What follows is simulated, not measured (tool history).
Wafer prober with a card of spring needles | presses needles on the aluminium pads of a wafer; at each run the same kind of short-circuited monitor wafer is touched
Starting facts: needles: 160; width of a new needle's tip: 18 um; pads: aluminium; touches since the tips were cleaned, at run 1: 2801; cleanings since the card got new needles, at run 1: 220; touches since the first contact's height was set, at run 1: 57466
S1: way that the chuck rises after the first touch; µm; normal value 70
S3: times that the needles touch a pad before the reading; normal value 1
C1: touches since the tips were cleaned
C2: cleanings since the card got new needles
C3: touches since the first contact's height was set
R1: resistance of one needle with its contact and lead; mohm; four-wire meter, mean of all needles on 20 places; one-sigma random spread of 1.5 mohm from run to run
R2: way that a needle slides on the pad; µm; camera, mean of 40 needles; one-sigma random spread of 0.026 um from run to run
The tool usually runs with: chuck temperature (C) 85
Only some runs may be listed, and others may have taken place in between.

{"run": 1, "hour": 0.0, "S1": 70, "chuck temperature (C)": 85, "S3": 1, "C1": 2801, "C2": 220, "C3": 57466, "R1": 145, "R2": 15.61}
{"hour": 2.8, "done": "tips cleaned on abrasive film"}
{"hour": 16.4, "done": "tips cleaned on abrasive film"}
{"hour": 30.1, "done": "tips cleaned on abrasive film"}
{"hour": 43.7, "done": "tips cleaned on abrasive film"}
{"hour": 57.2, "done": "tips cleaned on abrasive film"}
{"run": 2, "hour": 57.2, "S1": 70, "chuck temperature (C)": 85, "S3": 1, "C1": 0, "C2": 225, "C3": 72539, "R1": 148, "R2": 15.62}
{"hour": 68.1, "done": "tips cleaned on abrasive film"}
{"hour": 81.7, "done": "tips cleaned on abrasive film"}
{"hour": 95.4, "done": "tips cleaned on abrasive film"}
{"hour": 107.6, "done": "tips cleaned on abrasive film"}
{"run": 3, "hour": 107.6, "S1": 70, "chuck temperature (C)": 85, "S3": 1, "C1": 0, "C2": 229, "C3": 85839, "R1": 148, "R2": 15.59}
{"hour": 121.2, "done": "tips cleaned on abrasive film"}
{"hour": 132.2, "done": "tips cleaned on abrasive film"}
{"hour": 145.8, "done": "tips cleaned on abrasive film"}
{"hour": 157.2, "done": "tips cleaned on abrasive film"}
{"run": 4, "hour": 157.2, "S1": 70, "chuck temperature (C)": 85, "S3": 1, "C1": 0, "C2": 233, "C3": 98921, "R1": 147, "R2": 15.64}
{"hour": 170.8, "done": "tips cleaned on abrasive film"}
{"hour": 184.5, "done": "tips cleaned on abrasive film"}
{"hour": 198.1, "done": "tips cleaned on abrasive film"}
{"hour": 211.7, "done": "tips cleaned on abrasive film"}
{"run": 5, "hour": 214.5, "S1": 70, "chuck temperature (C)": 30, "S3": 1, "C1": 733, "C2": 237, "C3": 114040, "R1": 137, "R2": 15.67}
{"hour": 225.4, "done": "tips cleaned on abrasive film"}
{"hour": 239.0, "done": "tips cleaned on abrasive film"}
{"hour": 249.9, "done": "tips cleaned on abrasive film"}
{"hour": 263.5, "done": "tips cleaned on abrasive film"}
{"hour": 277.2, "done": "tips cleaned on abrasive film"}
{"run": 6, "hour": 280.3, "S1": 70, "chuck temperature (C)": 85, "S3": 1, "C1": 848, "C2": 242, "C3": 131417, "R1": 146, "R2": 15.64}
{"hour": 288.6, "done": "tips cleaned on abrasive film"}
{"hour": 299.5, "done": "tips cleaned on abrasive film"}
{"hour": 313.1, "done": "tips cleaned on abrasive film"}
{"hour": 326.7, "done": "tips cleaned on abrasive film"}
{"run": 7, "hour": 330.6, "S1": 70, "chuck temperature (C)": 85, "S3": 3, "C1": 1037, "C2": 246, "C3": 144681, "R1": 149, "R2": 15.63}
{"hour": 338.9, "done": "tips cleaned on abrasive film"}
{"hour": 352.5, "done": "tips cleaned on abrasive film"}
{"hour": 366.1, "done": "tips cleaned on abrasive film"}
{"hour": 377.0, "done": "tips cleaned on abrasive film"}
{"run": 8, "hour": 386.3, "S1": 70, "chuck temperature (C)": 85, "S3": 3, "C1": 2474, "C2": 250, "C3": 159384, "R1": 146, "R2": 15.64}
{"hour": 389.1, "done": "tips cleaned on abrasive film"}
{"hour": 402.8, "done": "tips cleaned on abrasive film"}
{"hour": 416.4, "done": "tips cleaned on abrasive film"}
{"hour": 430.0, "done": "tips cleaned on abrasive film"}
{"hour": 442.5, "done": "tips cleaned on abrasive film"}
{"run": 9, "hour": 442.5, "S1": 69, "chuck temperature (C)": 85, "S3": 3, "C1": 0, "C2": 255, "C3": 174178, "R1": 147, "R2": 15.44}
{"hour": 456.1, "done": "tips cleaned on abrasive film"}
{"hour": 467.0, "done": "tips cleaned on abrasive film"}
{"hour": 480.7, "done": "tips cleaned on abrasive film"}
{"hour": 491.6, "done": "tips cleaned on abrasive film"}
{"hour": 505.2, "done": "tips cleaned on abrasive film"}
{"hour": 518.8, "done": "tips cleaned on abrasive film"}
{"run": 10, "hour": 529.2, "S1": 69, "chuck temperature (C)": 27, "S3": 3, "C1": 2755, "C2": 261, "C3": 197072, "R1": 139, "R2": 15.44}
{"hour": 532.0, "done": "tips cleaned on abrasive film"}
{"hour": 542.9, "done": "tips cleaned on abrasive film"}
{"hour": 556.5, "done": "tips cleaned on abrasive film"}
{"hour": 567.5, "done": "tips cleaned on abrasive film"}
{"hour": 581.1, "done": "tips cleaned on abrasive film"}
{"hour": 594.1, "done": "tips cleaned on abrasive film"}
{"run": 11, "hour": 594.1, "S1": 69, "chuck temperature (C)": 27, "S3": 3, "C1": 0, "C2": 267, "C3": 214179, "R1": 136, "R2": 15.44}
{"hour": 607.8, "done": "tips cleaned on abrasive film"}
{"hour": 621.4, "done": "tips cleaned on abrasive film"}
{"hour": 635.0, "done": "tips cleaned on abrasive film"}
{"hour": 648.6, "done": "tips cleaned on abrasive film"}
{"run": 12, "hour": 649.4, "S1": 70, "chuck temperature (C)": 85, "S3": 1, "C1": 198, "C2": 271, "C3": 228761, "R1": 142, "R2": 15.61}
{"hour": 660.3, "done": "tips cleaned on abrasive film"}
{"hour": 671.2, "done": "tips cleaned on abrasive film"}
{"hour": 683.2, "done": "card fitted with new needles"}
{"hour": 696.8, "done": "tips cleaned on abrasive film"}
{"hour": 710.5, "done": "tips cleaned on abrasive film"}
{"run": 13, "hour": 716.2, "S1": 70, "chuck temperature (C)": 85, "S3": 1, "C1": 1513, "C2": 2, "C3": 8706, "R1": 146, "R2": 15.72}
{"hour": 721.7, "done": "tips cleaned on abrasive film"}
{"hour": 735.3, "done": "tips cleaned on abrasive film"}
{"hour": 746.2, "done": "tips cleaned on abrasive film"}
{"hour": 759.8, "done": "tips cleaned on abrasive film"}
{"hour": 773.5, "done": "tips cleaned on abrasive film"}
{"hour": 787.1, "done": "tips cleaned on abrasive film"}
{"run": 14, "hour": 789.3, "S1": 70, "chuck temperature (C)": 85, "S3": 1, "C1": 591, "C2": 8, "C3": 27995, "R1": 147, "R2": 15.66}
{"hour": 800.2, "done": "tips cleaned on abrasive film"}
{"hour": 813.9, "done": "tips cleaned on abrasive film"}
{"hour": 824.8, "done": "tips cleaned on abrasive film"}
{"hour": 838.4, "done": "tips cleaned on abrasive film"}
{"hour": 852.0, "done": "tips cleaned on abrasive film"}
{"hour": 865.7, "done": "tips cleaned on abrasive film"}
{"run": 15, "hour": 867.8, "S1": 70, "chuck temperature (C)": 85, "S3": 1, "C1": 561, "C2": 14, "C3": 48695, "R1": 145, "R2": 15.7}
{"hour": 878.7, "done": "tips cleaned on abrasive film"}
{"hour": 892.3, "done": "tips cleaned on abrasive film"}
{"hour": 905.9, "done": "tips cleaned on abrasive film"}
{"hour": 919.6, "done": "tips cleaned on abrasive film"}
{"run": 16, "hour": 926.8, "S1": 81, "chuck temperature (C)": 50, "S3": 2, "C1": 1912, "C2": 18, "C3": 64274, "R1": 135, "R2": 18.13}
{"hour": 932.3, "done": "tips cleaned on abrasive film"}
{"hour": 945.9, "done": "tips cleaned on abrasive film"}
{"hour": 959.5, "done": "tips cleaned on abrasive film"}
{"hour": 973.2, "done": "tips cleaned on abrasive film"}
{"run": 17, "hour": 982.5, "S1": 81, "chuck temperature (C)": 50, "S3": 2, "C1": 2481, "C2": 22, "C3": 78983, "R1": 137, "R2": 18.17}
{"hour": 985.3, "done": "tips cleaned on abrasive film"}
{"hour": 998.9, "done": "tips cleaned on abrasive film"}
{"hour": 1012.6, "done": "tips cleaned on abrasive film"}
{"hour": 1026.2, "done": "tips cleaned on abrasive film"}
{"hour": 1039.8, "done": "tips cleaned on abrasive film"}
{"hour": 1053.4, "done": "tips cleaned on abrasive film"}
{"run": 18, "hour": 1053.7, "S1": 72, "chuck temperature (C)": 50, "S3": 1, "C1": 66, "C2": 28, "C3": 97751, "R1": 141, "R2": 16.13}
{"hour": 1064.6, "done": "tips cleaned on abrasive film"}
{"hour": 1078.2, "done": "tips cleaned on abrasive film"}
{"hour": 1091.4, "done": "tips cleaned on abrasive film"}
{"run": 19, "hour": 1091.4, "S1": 63, "chuck temperature (C)": 108, "S3": 2, "C1": 0, "C2": 31, "C3": 107688, "R1": 154, "R2": 14.12}
{"hour": 1105.0, "done": "tips cleaned on abrasive film"}
{"hour": 1118.6, "done": "tips cleaned on abrasive film"}
{"hour": 1132.2, "done": "tips cleaned on abrasive film"}
{"hour": 1145.9, "done": "tips cleaned on abrasive film"}
{"hour": 1156.8, "done": "tips cleaned on abrasive film"}
{"hour": 1167.7, "done": "tips cleaned on abrasive film"}
{"run": 20, "hour": 1167.7, "S1": 63, "chuck temperature (C)": 108, "S3": 2, "C1": 0, "C2": 37, "C3": 127834, "R1": 154, "R2": 14.12}
{"hour": 1181.2, "done": "tips cleaned on abrasive film"}
{"hour": 1194.8, "done": "tips cleaned on abrasive film"}
{"hour": 1205.7, "done": "tips cleaned on abrasive film"}
{"hour": 1218.2, "done": "tips cleaned on abrasive film"}
{"run": 21, "hour": 1218.2, "S1": 70, "chuck temperature (C)": 85, "S3": 2, "C1": 0, "C2": 41, "C3": 141152, "R1": 147, "R2": 15.69}
{"hour": 1229.2, "done": "tips cleaned on abrasive film"}
{"hour": 1242.8, "done": "tips cleaned on abrasive film"}
{"hour": 1256.4, "done": "tips cleaned on abrasive film"}
{"hour": 1270.0, "done": "tips cleaned on abrasive film"}
{"hour": 1281.0, "done": "tips cleaned on abrasive film"}
{"hour": 1294.3, "done": "tips cleaned on abrasive film"}
{"run": 22, "hour": 1294.3, "S1": 70, "chuck temperature (C)": 85, "S3": 2, "C1": 0, "C2": 47, "C3": 161222, "R1": 148, "R2": 15.71}
{"hour": 1307.9, "done": "tips cleaned on abrasive film"}
{"hour": 1321.6, "done": "tips cleaned on abrasive film"}
{"hour": 1335.2, "done": "tips cleaned on abrasive film"}
{"hour": 1348.8, "done": "tips cleaned on abrasive film"}
{"run": 23, "hour": 1354.8, "S1": 89, "chuck temperature (C)": 79, "S3": 2, "C1": 1587, "C2": 51, "C3": 177194, "R1": 139, "R2": 19.98}

Below are 4 alternative next runs, each starting from the tool's condition after run 23. Predict each:
{"hour": 1360.3, "done": "tips cleaned on abrasive film"}
{"hour": 1371.2, "done": "tips cleaned on abrasive film"}
{"hour": 1384.9, "done": "tips cleaned on abrasive film"}
{"hour": 1398.5, "done": "tips cleaned on abrasive film"}
{"hour": 1412.1, "done": "tips cleaned on abrasive film"}
{"hour": 1425.7, "done": "tips cleaned on abrasive film"}
{"run": "A", "hour": 1432.6, "S1": 89, "chuck temperature (C)": 44, "S3": 1, "C1": 1833, "C2": 57, "C3": 197730, "R1": "?", "R2": "?"}
{"hour": 1360.3, "done": "tips cleaned on abrasive film"}
{"hour": 1371.2, "done": "tips cleaned on abrasive film"}
{"hour": 1384.9, "done": "tips cleaned on abrasive film"}
{"hour": 1398.5, "done": "tips cleaned on abrasive film"}
{"hour": 1412.1, "done": "tips cleaned on abrasive film"}
{"hour": 1425.7, "done": "tips cleaned on abrasive film"}
{"run": "B", "hour": 1432.6, "S1": 85, "chuck temperature (C)": 79, "S3": 1, "C1": 1833, "C2": 57, "C3": 197730, "R1": "?", "R2": "?"}
{"hour": 1360.3, "done": "tips cleaned on abrasive film"}
{"hour": 1371.2, "done": "tips cleaned on abrasive film"}
{"hour": 1384.9, "done": "tips cleaned on abrasive film"}
{"hour": 1398.5, "done": "tips cleaned on abrasive film"}
{"hour": 1412.1, "done": "tips cleaned on abrasive film"}
{"hour": 1425.7, "done": "tips cleaned on abrasive film"}
{"run": "C", "hour": 1432.6, "S1": 68, "chuck temperature (C)": 93, "S3": 1, "C1": 1833, "C2": 57, "C3": 197730, "R1": "?", "R2": "?"}
{"hour": 1360.3, "done": "tips cleaned on abrasive film"}
{"hour": 1371.2, "done": "tips cleaned on abrasive film"}
{"hour": 1384.9, "done": "tips cleaned on abrasive film"}
{"hour": 1398.5, "done": "tips cleaned on abrasive film"}
{"hour": 1412.1, "done": "tips cleaned on abrasive film"}
{"hour": 1425.7, "done": "tips cleaned on abrasive film"}
{"run": "D", "hour": 1432.6, "S1": 74, "chuck temperature (C)": 88, "S3": 2, "C1": 1833, "C2": 57, "C3": 197730, "R1": "?", "R2": "?"}

run=A R1=133 R2=20.00
run=B R1=142 R2=19.05
run=C R1=149 R2=15.28
run=D R1=150 R2=16.62
Without the tool's unlogged condition, the same runs would have read:
run=A R1=132 R2=19.87
run=B R1=142 R2=18.92
run=C R1=149 R2=15.17
run=D R1=149 R2=16.51
